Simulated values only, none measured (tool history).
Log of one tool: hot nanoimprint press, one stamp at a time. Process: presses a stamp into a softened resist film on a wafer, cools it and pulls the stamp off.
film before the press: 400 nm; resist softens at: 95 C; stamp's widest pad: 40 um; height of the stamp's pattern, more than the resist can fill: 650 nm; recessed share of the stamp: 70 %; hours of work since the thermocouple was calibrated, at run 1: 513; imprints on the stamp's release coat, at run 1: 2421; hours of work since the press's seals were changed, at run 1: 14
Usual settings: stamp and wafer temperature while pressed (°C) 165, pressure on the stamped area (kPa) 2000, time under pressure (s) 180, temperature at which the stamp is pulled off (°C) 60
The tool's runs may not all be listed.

| run | hour | stamp and wafer temperature while pressed (°C) | pressure on the stamped area (kPa) | time under pressure (s) | temperature at which the stamp is pulled off (°C) | hours of work since the thermocouple was calibrated | imprints on the stamp's release coat | hours of work since the press's seals were changed | resist left under the stamp's widest pad (nm) | greatest force while the stamp is pulled off (N) |
|---|---|---|---|---|---|---|---|---|---|---|
| 1 | 0 | 165 | 2000 | 180 | 60 | 513 | 2421 | 14 | 193.1 | 195 |
|  | 27.7 | stamp cleaned and given a new release coat |
| 2 | 73.8 | 165 | 2000 | 180 | 60 | 552 | 144 | 53 | 193.2 | 125 |
|  | 102.6 | plate thermocouple calibrated |
| 3 | 132.4 | 165 | 2000 | 180 | 59 | 17 | 317 | 85 | 219 | 141 |
| 4 | 185.8 | 165 | 2000 | 180 | 46 | 48 | 484 | 116 | 216.5 | 164 |
| 5 | 256.7 | 165 | 2000 | 180 | 60 | 89 | 706 | 157 | 216.3 | 147 |
| 6 | 313.8 | 165 | 2000 | 180 | 60 | 122 | 884 | 190 | 216.2 | 146 |
| 7 | 394.1 | 165 | 2000 | 180 | 60 | 169 | 1135 | 237 | 212.4 | 163 |
| 8 | 435.8 | 176 | 2700 | 180 | 60 | 193 | 1265 | 261 | 110.6 | 158 |
| 9 | 482.1 | 165 | 2000 | 180 | 46 | 219 | 1410 | 288 | 211.9 | 198 |
| 10 | 551.9 | 164 | 1300 | 183 | 48 | 260 | 1628 | 328 | 255 | 195 |
| 11 | 603.7 | 165 | 1490 | 180 | 60 | 290 | 1789 | 358 | 231.9 | 179 |
| 12 | 671.2 | 165 | 1670 | 230 | 60 | 329 | 2001 | 397 | 202.7 | 178 |

Forecast each of these 4 alternatives for the next run:
| A | 748.1 | 165 | 2000 | 180 | 65 | 373 | 2241 | 441 | ? | ? |
| B | 748.1 | 165 | 2880 | 230 | 60 | 373 | 2241 | 441 | ? | ? |
| C | 748.1 | 165 | 2000 | 312 | 57 | 373 | 2241 | 441 | ? | ? |
| D | 748.1 | 172 | 1670 | 230 | 60 | 373 | 2241 | 441 | ? | ? |

| run | resist left under the stamp's widest pad (nm) | greatest force while the stamp is pulled off (N) |
|---|---|---|
| A | 200.4 | 168 |
| B | 159.5 | 190 |
| C | 166.7 | 194 |
| D | 144.5 | 188 |
Without the tool's unlogged condition, the same runs would have read:
| run | resist left under the stamp's widest pad (nm) | greatest force while the stamp is pulled off (N) |
|---|---|---|
| A | 214.2 | 113 |
| B | 171.6 | 128 |
| C | 179.6 | 131 |
| D | 155.2 | 127 |
